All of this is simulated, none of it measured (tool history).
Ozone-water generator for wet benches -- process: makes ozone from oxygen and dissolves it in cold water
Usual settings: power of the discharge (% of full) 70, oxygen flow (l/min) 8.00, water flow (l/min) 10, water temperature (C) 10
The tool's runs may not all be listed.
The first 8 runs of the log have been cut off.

| run | day | power of the discharge (% of full) | oxygen flow (l/min) | water flow (l/min) | water temperature (C) | hours of work since the electrodes were changed | hours of work since the contactor was cleaned | hours of work since the thermometer was calibrated | dissolved ozone (ppm) | ozone in the gas ahead of the water (g/m3) |
|---|---|---|---|---|---|---|---|---|---|---|
| 9 | 50.833 | 70 | 13.71 | 10 | 18 | 8271 | 1750 | 1977 | 24.0 | 118.7 |
|  | 51.604 | contactor cleaned |
| 10 | 56.200 | 70 | 13.71 | 10 | 18 | 8379 | 95 | 2085 | 23.4 | 119.0 |
| 11 | 62.108 | 86 | 8.00 | 10 | 10 | 8501 | 218 | 2208 | 34.7 | 165.2 |
| 12 | 67.175 | 70 | 8.00 | 10 | 9 | 8607 | 323 | 2313 | 31.3 | 146.1 |
| 13 | 74.212 | 70 | 8.00 | 10 | 10 | 8753 | 469 | 2459 | 30.5 | 146.0 |
| 14 | 82.221 | 70 | 8.00 | 10 | 10 | 8919 | 635 | 2625 | 30.3 | 144.5 |
| 15 | 89.812 | 70 | 8.00 | 8 | 10 | 9076 | 793 | 2783 | 33.7 | 143.6 |
|  | 90.675 | contactor cleaned, once more |
| 16 | 95.958 | 70 | 8.00 | 8 | 10 | 9200 | 110 | 2907 | 34.5 | 142.6 |
| 17 | 102.721 | 71 | 8.00 | 10 | 5 | 9341 | 250 | 3047 | 34.3 | 143.7 |
| 18 | 109.350 | 70 | 8.00 | 8 | 8 | 9478 | 388 | 3185 | 35.7 | 140.8 |
| 19 | 117.712 | 70 | 4.07 | 12 | 9 | 9652 | 561 | 3358 | 26.7 | 186.5 |
| 20 | 122.112 | 62 | 8.00 | 10 | 10 | 9743 | 652 | 3449 | 28.0 | 130.9 |
|  | 125.017 | electrodes of the discharge changed |
| 21 | 129.267 | 62 | 7.86 | 11 | 10 | 88 | 796 | 3593 | 33.4 | 166.6 |
| 22 | 138.696 | 70 | 8.00 | 12 | 6 | 284 | 991 | 3788 | 37.3 | 180.2 |
|  | 143.283 | water thermometer calibrated |
| 23 | 143.321 | 70 | 8.00 | 10 | 6 | 379 | 1087 | 1 | 41.5 | 177.2 |
| 24 | 151.592 | 70 | 8.00 | 10 | 6 | 551 | 1259 | 172 | 41.7 | 178.1 |
| 25 | 158.521 | 70 | 4.03 | 10 | 8 | 695 | 1402 | 316 | 38.9 | 236.6 |
| 26 | 164.308 | 64 | 5.82 | 13 | 7 | 815 | 1522 | 436 | 31.7 | 188.4 |
| 27 | 173.908 | 70 | 10.19 | 10 | 6 | 1014 | 1722 | 635 | 40.3 | 160.6 |
| 28 | 183.279 | 70 | 10.19 | 10 | 6 | 1209 | 1916 | 830 | 39.7 | 159.4 |
| 29 | 192.633 | 70 | 13.74 | 9 | 12 | 1403 | 2110 | 1024 | 34.8 | 142.4 |
| 30 | 197.550 | 70 | 13.74 | 9 | 12 | 1505 | 2212 | 1126 | 34.4 | 140.1 |
| 31 | 203.042 | 41 | 13.74 | 16 | 7 | 1619 | 2326 | 1240 | 19.4 | 94.0 |

Run 32 has not been measured yet. What should we expect?
| 32 | 212.854 | 41 | 13.74 | 16 | 7 | 1822 | 2530 | 1444 | ? | ? |

dissolved ozone (ppm): 19.6
ozone in the gas ahead of the water (g/m3): 94.4
The same run, on a tool lacking any hidden state, would have yielded dissolved ozone (ppm) 21.0, ozone in the gas ahead of the water (g/m3) 96.8.
